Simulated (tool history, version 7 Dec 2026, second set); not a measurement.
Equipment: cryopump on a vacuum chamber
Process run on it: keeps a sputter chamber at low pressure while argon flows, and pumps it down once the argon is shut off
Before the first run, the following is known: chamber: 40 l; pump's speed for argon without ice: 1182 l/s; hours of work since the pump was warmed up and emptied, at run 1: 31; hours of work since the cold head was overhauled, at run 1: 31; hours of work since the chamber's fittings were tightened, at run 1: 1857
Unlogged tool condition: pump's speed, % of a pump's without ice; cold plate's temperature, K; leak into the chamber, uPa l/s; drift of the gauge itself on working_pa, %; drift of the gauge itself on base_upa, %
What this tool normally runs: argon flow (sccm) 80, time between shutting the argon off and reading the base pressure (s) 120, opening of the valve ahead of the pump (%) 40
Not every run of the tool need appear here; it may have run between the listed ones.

run,hour,argon flow (sccm),time between shutting the argon off and reading the base pressure (s),opening of the valve ahead of the pump (%),hours of work since the pump was warmed up and emptied,hours of work since the cold head was overhauled,hours of work since the chamber's fittings were tightened,pressure while argon flows (Pa),pressure after the wait (uPa)
1,0,80,120,40,31,31,1857,0.2863,2.63
2,33.4,80,120,40,48,48,1874,0.2873,2.67
3,74.7,80,120,40,68,68,1894,0.2872,2.7
4,106.6,80,120,29,83,83,1909,0.3957,2.59
5,145.7,92,120,29,102,102,1928,0.4563,2.77
6,189.2,80,120,45,123,123,1949,0.26,2.63
7,222.2,80,107,40,139,139,1965,0.2911,2.81
8,254.6,80,107,59,155,155,1981,0.2001,2.89
9,277.2,73,71,59,165,165,1991,0.1819,3.44
10,324.1,97,120,36,188,188,2014,0.3923,2.87
11,354.8,97,120,36,203,203,2029,0.3934,2.85
12,394.4,131,60,36,222,222,2048,0.5298,3.82
13,417,80,169,24,233,233,2059,0.4854,2.57
14,446.7,80,169,29,247,247,2073,0.4022,2.61

Alternative continuations, all from the tool just after run 14; predict every row:
A,471.4,98,118,19,259,259,2085,?,?
B,471.4,40,42,42,259,259,2085,?,?
C,471.4,47,120,21,259,259,2085,?,?
D,471.4,80,46,40,259,259,2085,?,?
E,471.4,80,129,58,259,259,2085,?,?

run,pressure while argon flows (Pa),pressure after the wait (uPa)
A,0.7516,3
B,0.1413,4.6
C,0.3241,2.87
D,0.2966,4.35
E,0.2053,2.9
With the hidden condition removed and each run's random variation left untouched, the same runs would have given:
run,pressure while argon flows (Pa),pressure after the wait (uPa)
A,0.74,1.18
B,0.1366,2.78
C,0.3186,1.11
D,0.2871,2.55
E,0.1959,1.09
